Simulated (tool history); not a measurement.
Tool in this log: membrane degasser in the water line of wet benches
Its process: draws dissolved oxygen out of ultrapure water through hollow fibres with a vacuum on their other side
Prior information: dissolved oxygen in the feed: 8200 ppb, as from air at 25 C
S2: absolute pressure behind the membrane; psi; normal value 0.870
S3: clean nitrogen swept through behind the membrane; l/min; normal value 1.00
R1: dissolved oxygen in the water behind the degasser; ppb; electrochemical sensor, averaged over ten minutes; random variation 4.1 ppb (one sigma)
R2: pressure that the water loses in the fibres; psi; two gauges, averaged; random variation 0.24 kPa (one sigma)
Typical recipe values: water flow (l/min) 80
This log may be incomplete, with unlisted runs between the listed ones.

Run 1, day 0.000: usual settings. Result: R1 424.7 ppb, R2 9.465 psi.
Run 2, day 10.162: usual settings. Result: R1 433.3 ppb, R2 9.545 psi.
Run 3, day 19.642: usual settings. Result: R1 430.8 ppb, R2 9.587 psi.
Run 4, day 27.854: usual settings. Result: R1 438.8 ppb, R2 9.657 psi.
Run 5, day 33.317: usual settings but S2 1.389 psi. Result: R1 852.7 ppb, R2 9.641 psi.
Run 6, day 41.162: usual settings but water flow (l/min) 48. Result: R1 266.3 ppb, R2 5.732 psi.
Run 7, day 48.033: usual settings but S2 2.113 psi. Result: R1 1407.0 ppb, R2 9.700 psi.
Run 8, day 57.146: usual settings but S2 2.113 psi. Result: R1 1408.4 ppb, R2 9.755 psi.
Run 9, day 67.146: usual settings but S3 0.53 l/min. Result: R1 602.9 ppb, R2 9.757 psi.
Run 10, day 76.912: usual settings but S3 0.53 l/min. Result: R1 612.1 ppb, R2 9.816 psi.
Run 11, day 84.950: usual settings but water flow (l/min) 96. Result: R1 548.7 ppb, R2 11.787 psi.
Run 12, day 92.775: usual settings but water flow (l/min) 96. Result: R1 549.1 ppb, R2 11.908 psi.
Run 13, day 96.946: usual settings but water flow (l/min) 96, S2 0.570 psi. Result: R1 278.5 ppb, R2 11.900 psi.
Run 14, day 105.662: usual settings but water flow (l/min) 96, S2 0.570 psi. Result: R1 283.0 ppb, R2 11.896 psi.
Run 15, day 113.821: usual settings but water flow (l/min) 96, S2 0.570 psi. Result: R1 282.3 ppb, R2 11.958 psi.
Run 16, day 121.779: usual settings but water flow (l/min) 96, S2 0.570 psi. Result: R1 292.8 ppb, R2 12.056 psi.
Run 17, day 131.062: usual settings but water flow (l/min) 89, S2 1.279 psi, S3 2.91 l/min. Result: R1 482.3 ppb, R2 11.207 psi.
Run 18, day 138.142: usual settings but water flow (l/min) 52, S2 0.809 psi, S3 0.76 l/min. Result: R1 323.6 ppb, R2 6.502 psi.
Run 19, day 147.712: usual settings but water flow (l/min) 52, S2 0.809 psi, S3 0.76 l/min. Result: R1 329.1 ppb, R2 6.614 psi.
Run 20, day 151.879: usual settings but water flow (l/min) 52, S2 0.809 psi, S3 0.76 l/min. Result: R1 295.1 ppb, R2 6.530 psi.
Run 21, day 159.367: usual settings but water flow (l/min) 96, S2 0.651 psi, S3 0.53 l/min. Result: R1 411.0 ppb, R2 12.193 psi.
Run 22, day 168.854: usual settings but water flow (l/min) 96, S2 1.944 psi, S3 0.53 l/min. Result: R1 1999.0 ppb, R2 12.266 psi.
Run 23, day 173.646: usual settings but water flow (l/min) 103, S2 2.051 psi, S3 0.53 l/min. Result: R1 2215.3 ppb, R2 13.251 psi.
Run 24, day 179.892: usual settings but water flow (l/min) 103, S2 0.722 psi, S3 1.52 l/min. Result: R1 400.8 ppb, R2 13.226 psi.
Run 25, day 189.558: usual settings but water flow (l/min) 53, S2 1.392 psi, S3 1.71 l/min. Result: R1 405.9 ppb, R2 5.913 psi.
Run 26, day 194.396: usual settings but water flow (l/min) 56, S2 0.872 psi, S3 1.51 l/min. Result: R1 224.9 ppb, R2 6.218 psi.
Run 27, day 204.475: usual settings but water flow (l/min) 122, S2 2.131 psi, S3 1.78 l/min. Result: R1 1387.5 ppb, R2 13.754 psi.
Run 28, day 213.471: usual settings but water flow (l/min) 122, S2 2.131 psi, S3 1.78 l/min. Result: R1 1376.1 ppb, R2 13.716 psi.
Run 29, day 217.625: usual settings but water flow (l/min) 104, S2 1.050 psi, S3 2.72 l/min. Result: R1 420.5 ppb, R2 11.725 psi.
Run 30, day 223.525: usual settings but S3 2.89 l/min. Result: R1 221.3 ppb, R2 9.082 psi.
Run 31, day 228.562: usual settings but S3 2.89 l/min. Result: R1 223.7 ppb, R2 9.059 psi.

Not shown: 4 entries that the log had between the listed runs. Between which runs, and how does the tool's hidden state differ before and after?
Run 12 -> run 13: vacuum gauge calibrated (day 93.721)
  membrane still open, %: 90.4 -> 90.2; true pressure behind the membrane over the reading, kPa: 0.13 -> 0.21; air that leaks in behind the membrane, l/min: 0.0101 -> 0.0103
  measured minus no-state result, R1: +62.1 -> +79.2 ppb; R2: +1.141 -> +1.162 psi
Run 19 -> run 20: vacuum gauge calibrated, once more (day 149.079)
  membrane still open, %: 88.3 -> 88.1; true pressure behind the membrane over the reading, kPa: 0.28 -> -0.03; air that leaks in behind the membrane, l/min: 0.0125 -> 0.0127
  measured minus no-state result, R1: +41.4 -> +7.2 ppb; R2: +0.767 -> +0.777 psi
Run 24 -> run 25: membrane cartridge changed (day 188.438)
  membrane still open, %: 87 -> 100; true pressure behind the membrane over the reading, kPa: 0.01 -> 0.02; air that leaks in behind the membrane, l/min: 0.0141 -> 0.0145
  measured minus no-state result, R1: +81.7 -> +2.1 ppb; R2: +1.714 -> +0.003 psi
Run 26 -> run 27: seals of the vacuum lines changed (day 197.379)
  membrane still open, %: 99.8 -> 99.4; true pressure behind the membrane over the reading, kPa: 0.03 -> 0.04; air that leaks in behind the membrane, l/min: 0.0147 -> 0.003
  measured minus no-state result, R1: +2.4 -> +6.9 ppb; R2: +0.013 -> +0.081 psi
